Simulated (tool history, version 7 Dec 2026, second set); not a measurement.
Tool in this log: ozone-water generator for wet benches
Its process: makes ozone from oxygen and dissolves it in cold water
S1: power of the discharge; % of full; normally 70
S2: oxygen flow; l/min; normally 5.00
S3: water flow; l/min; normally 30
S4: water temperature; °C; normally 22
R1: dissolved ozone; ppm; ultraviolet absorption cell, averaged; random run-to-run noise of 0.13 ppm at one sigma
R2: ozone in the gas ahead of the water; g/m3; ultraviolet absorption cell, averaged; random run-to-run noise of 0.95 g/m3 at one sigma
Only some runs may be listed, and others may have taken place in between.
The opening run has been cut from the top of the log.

Run 2, hour 92.4: usual settings. Result: R1 13.0 ppm, R2 160.6 g/m3.
Run 3, hour 138.2: usual settings. Result: R1 13.2 ppm, R2 160.9 g/m3.
Run 4, hour 201.1: usual settings but S4 15 °C. Result: R1 14.1 ppm, R2 162.4 g/m3.
Run 5, hour 264.6: usual settings but S4 15 °C. Result: R1 14.2 ppm, R2 160.6 g/m3.
Run 6, hour 350.2: usual settings but S4 15 °C. Result: R1 14.1 ppm, R2 160.0 g/m3.
Run 7, hour 406.4: usual settings but S3 40 l/min. Result: R1 9.8 ppm, R2 161.0 g/m3.
Run 8, hour 482.5: usual settings but S3 40 l/min. Result: R1 10.0 ppm, R2 161.1 g/m3.
Run 9, hour 573.1: usual settings but S3 40 l/min. Result: R1 9.7 ppm, R2 161.0 g/m3.
Run 10, hour 630.3: usual settings but S3 40 l/min. Result: R1 10.0 ppm, R2 159.5 g/m3.
Run 11, hour 677.0: usual settings but S4 18 °C. Result: R1 13.7 ppm, R2 160.2 g/m3.
Run 12, hour 777.0: usual settings. Result: R1 13.1 ppm, R2 158.9 g/m3.
Run 13, hour 869.4: usual settings. Result: R1 13.0 ppm, R2 159.5 g/m3.
Run 14, hour 918.6: usual settings. Result: R1 13.0 ppm, R2 159.0 g/m3.
Run 15, hour 1014.3: usual settings. Result: R1 13.0 ppm, R2 159.4 g/m3.
Run 16, hour 1100.6: usual settings but S3 24 l/min. Result: R1 15.9 ppm, R2 159.8 g/m3.
Run 17, hour 1178.1: usual settings but S2 6.65 l/min, S3 32 l/min. Result: R1 12.5 ppm, R2 135.8 g/m3.
Run 18, hour 1240.7: usual settings but S1 86 % of full, S2 6.65 l/min, S3 32 l/min. Result: R1 14.8 ppm, R2 160.5 g/m3.
Run 19, hour 1290.2: usual settings but S1 47 % of full, S2 3.64 l/min, S3 22 l/min, S4 28 °C. Result: R1 11.2 ppm, R2 135.8 g/m3.

Run 20 comes next. What will it give?
Run 20, hour 1331.6: usual settings but S1 47 % of full, S2 3.64 l/min, S3 22 l/min, S4 28 °C. Result: R1 ?, R2 ?.

{"run 20": {"R1": 11.4, "R2": 135.4}}
Without the tool's hidden state the same run would have given R1 11.4 ppm, R2 138.4 g/m3.
